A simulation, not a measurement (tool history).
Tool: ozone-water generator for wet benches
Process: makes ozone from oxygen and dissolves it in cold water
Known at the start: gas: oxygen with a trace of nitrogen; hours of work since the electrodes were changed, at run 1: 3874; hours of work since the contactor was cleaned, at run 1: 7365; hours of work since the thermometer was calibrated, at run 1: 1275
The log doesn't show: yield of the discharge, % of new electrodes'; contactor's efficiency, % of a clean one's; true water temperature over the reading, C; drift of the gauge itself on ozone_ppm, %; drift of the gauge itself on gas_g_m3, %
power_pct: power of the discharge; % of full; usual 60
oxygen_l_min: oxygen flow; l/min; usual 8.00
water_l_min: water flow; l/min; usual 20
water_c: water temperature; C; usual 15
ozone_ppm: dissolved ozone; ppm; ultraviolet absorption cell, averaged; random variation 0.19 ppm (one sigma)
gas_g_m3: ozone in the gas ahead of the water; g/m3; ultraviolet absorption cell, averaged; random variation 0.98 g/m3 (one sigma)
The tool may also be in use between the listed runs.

run     day  power_pct  oxygen_l_min  water_l_min  water_c  hours of work since the electrodes were changed  hours of work since the contactor was cleaned  hours of work since the thermometer was calibrated  ozone_ppm  gas_g_m3
  1   0.000         60          8.00           20       15                                             3874                                           7365                                                1275       26.8     169.8
  2   2.008         60          8.00           20       15                                             3922                                           7413                                                1323       27.1     169.3
  3   5.158         94          8.00           20       15                                             3997                                           7488                                                1398       39.8     249.0
      6.988  -- contactor cleaned
  4   8.875         94          8.00           20       15                                             4081                                             45                                                1482       39.9     249.5
  5  12.700         60          8.00           20       15                                             4173                                            136                                                1574       27.1     167.4
  6  16.221         60          8.00           20       15                                             4256                                            220                                                1657       27.2     166.2
  7  18.542         60          8.00           20       15                                             4312                                            275                                                1713       27.4     166.4
  8  21.296         60         10.11           20       15                                             4378                                            341                                                1779       25.9     145.7
  9  25.738         86          8.00           20       15                                             4483                                            447                                                1884       37.1     226.4
 10  27.867         60          8.00           20       15                                             4534                                            498                                                1935       27.2     165.2
 11  31.121         60          8.00           20       15                                             4612                                            575                                                2013       27.1     163.5
 12  34.150         60          8.00           20       15                                             4684                                            648                                                2085       27.2     164.5
 13  37.292         60          8.00           20       15                                             4759                                            722                                                2160       27.1     164.3
     38.900  -- gauge calibrated
 14  41.758         60          8.00           20       15                                             4865                                            829                                                2266       26.8     168.7
 15  45.838         60          8.00           20       15                                             4963                                            926                                                2364       27.0     166.2
 16  49.388         60          8.00           20       15                                             5047                                           1011                                                2448       27.0     167.8
 17  52.579         60          8.00           20       15                                             5123                                           1087                                                2524       27.2     167.0
 18  56.233         67          8.00           20       15                                             5210                                           1174                                                2611       29.8     183.1
 19  58.283         85         11.50           28       15                                             5259                                           1223                                                2660       27.5     183.1
 20  60.625         41          5.43           28       15                                             5315                                           1279                                                2716       15.0     149.7
 21  65.246         41          5.43           27       15                                             5425                                           1389                                                2826       15.5     147.2
 22  67.129         53         11.28           20       15                                             5470                                           1434                                                2871       23.2     121.5
 23  69.383         53         11.28           20       15                                             5524                                           1487                                                2925       23.0     119.3
 24  71.858         53         11.28           20       15                                             5583                                           1546                                                2984       22.8     120.2
 25  76.500         51         11.28           12       12                                             5693                                           1657                                                3094       31.0     115.2
 26  78.754         76         11.28           12       11                                             5747                                           1711                                                3148       44.7     164.5
 27  81.967         44          8.66           18       15                                             5824                                           1787                                                3225       21.7     118.5
     82.962  -- gauge calibrated
 28  84.304         45         10.77           21       13                                             5880                                           1843                                                3281       20.3     111.3
     87.500  -- water thermometer calibrated
 29  88.375         49          8.00           20       10                                             5976                                           1940                                                  21       24.4     140.2
 30  92.917         60          5.52           23       15                                             6084                                           2048                                                 129       24.6     209.4
 31  94.921         60          5.52           23       15                                             6132                                           2096                                                 177       24.7     207.1
 32  97.392         60         12.57           23       10                                             6191                                           2155                                                 236       25.2     127.7

5 ways to go on from here, each from the tool as it stands after run 32. What would each give?
  A  101.742         60         12.66           17       10                                             6295                                           2258                                                 340          ?         ?
  B  101.742         59          8.00           20       15                                             6295                                           2258                                                 340          ?         ?
  C  101.742         73          5.40           26       10                                             6295                                           2258                                                 340          ?         ?
  D  101.742         42          8.00           20       10                                             6295                                           2258                                                 340          ?         ?
  E  101.742         58         12.57           23        8                                             6295                                           2258                                                 340          ?         ?

run  ozone_ppm  gas_g_m3
  A       30.1     126.2
  B       26.7     164.5
  C       27.9     247.9
  D       21.5     121.6
  E       25.4     124.6
Without the tool's hidden state the same runs would have given:
run  ozone_ppm  gas_g_m3
  A       30.2     128.3
  B       26.7     167.1
  C       28.0     252.1
  D       21.5     123.5
  E       25.5     126.6
